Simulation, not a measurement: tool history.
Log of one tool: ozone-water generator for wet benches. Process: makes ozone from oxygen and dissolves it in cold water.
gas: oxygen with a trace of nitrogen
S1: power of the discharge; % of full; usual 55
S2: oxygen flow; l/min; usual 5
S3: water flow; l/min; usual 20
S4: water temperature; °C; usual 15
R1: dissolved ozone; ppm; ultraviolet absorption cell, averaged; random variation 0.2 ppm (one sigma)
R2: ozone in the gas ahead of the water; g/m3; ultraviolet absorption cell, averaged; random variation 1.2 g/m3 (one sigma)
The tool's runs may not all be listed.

Run 1, hour 0: usual settings. Result: R1 27.9 ppm, R2 228.6 g/m3.
Run 2, hour 155.8: usual settings but S1 66 % of full. Result: R1 30.9 ppm, R2 250.9 g/m3.
Run 3, hour 384.9: usual settings. Result: R1 27.9 ppm, R2 228.3 g/m3.
Run 4, hour 514.7: usual settings. Result: R1 27.9 ppm, R2 228.6 g/m3.
Run 5, hour 650.8: usual settings. Result: R1 28.3 ppm, R2 231.7 g/m3.
Run 6, hour 796: usual settings. Result: R1 27.9 ppm, R2 229.4 g/m3.
Run 7, hour 1029.4: usual settings. Result: R1 27.8 ppm, R2 227.9 g/m3.
Run 8, hour 1235.8: usual settings. Result: R1 27.5 ppm, R2 229.5 g/m3.
Run 9, hour 1440: usual settings but S4 18 °C. Result: R1 27 ppm, R2 232.5 g/m3.
Run 10, hour 1542.8: usual settings. Result: R1 28.1 ppm, R2 231.5 g/m3.
Run 11, hour 1765.8: usual settings. Result: R1 27.6 ppm, R2 231.4 g/m3.
Run 12, hour 1962.5: usual settings. Result: R1 27.8 ppm, R2 232.5 g/m3.
Run 13, hour 2147: usual settings. Result: R1 27.8 ppm, R2 233.2 g/m3.
At hour 2272: contactor cleaned.
Run 14, hour 2318.9: usual settings. Result: R1 27.8 ppm, R2 231.6 g/m3.
Run 15, hour 2448.3: usual settings. Result: R1 27.9 ppm, R2 229.5 g/m3.
Run 16, hour 2603.1: usual settings. Result: R1 27.8 ppm, R2 232.8 g/m3.
Run 17, hour 2783.1: usual settings but S2 2.78 l/min. Result: R1 26.2 ppm, R2 321 g/m3.
At hour 2818.2: water thermometer calibrated.
Run 18, hour 2987.4: usual settings but S2 6.92 l/min, S3 28 l/min. Result: R1 21.3 ppm, R2 196.2 g/m3.
Run 19, hour 3126.7: usual settings but S2 6.92 l/min, S3 28 l/min. Result: R1 21.4 ppm, R2 195.9 g/m3.
Run 20, hour 3291.3: usual settings but S1 47 % of full, S2 3.73 l/min, S3 22 l/min, S4 11 °C. Result: R1 23.8 ppm, R2 249.4 g/m3.
Run 21, hour 3492.1: usual settings but S1 47 % of full, S2 3.73 l/min, S3 22 l/min, S4 11 °C. Result: R1 23.6 ppm, R2 251.6 g/m3.

The next listed run, before its measurement:
At hour 3611.1: gauge calibrated.
Run 22, hour 3719.2: usual settings but S2 5.84 l/min, S3 25 l/min. Result: R1 ?, R2 ?.

{"run 22": {"R1": 23.5, "R2": 210.7}}
Without the tool's hidden state the same run would have given R1 23.5 ppm, R2 210.6 g/m3.

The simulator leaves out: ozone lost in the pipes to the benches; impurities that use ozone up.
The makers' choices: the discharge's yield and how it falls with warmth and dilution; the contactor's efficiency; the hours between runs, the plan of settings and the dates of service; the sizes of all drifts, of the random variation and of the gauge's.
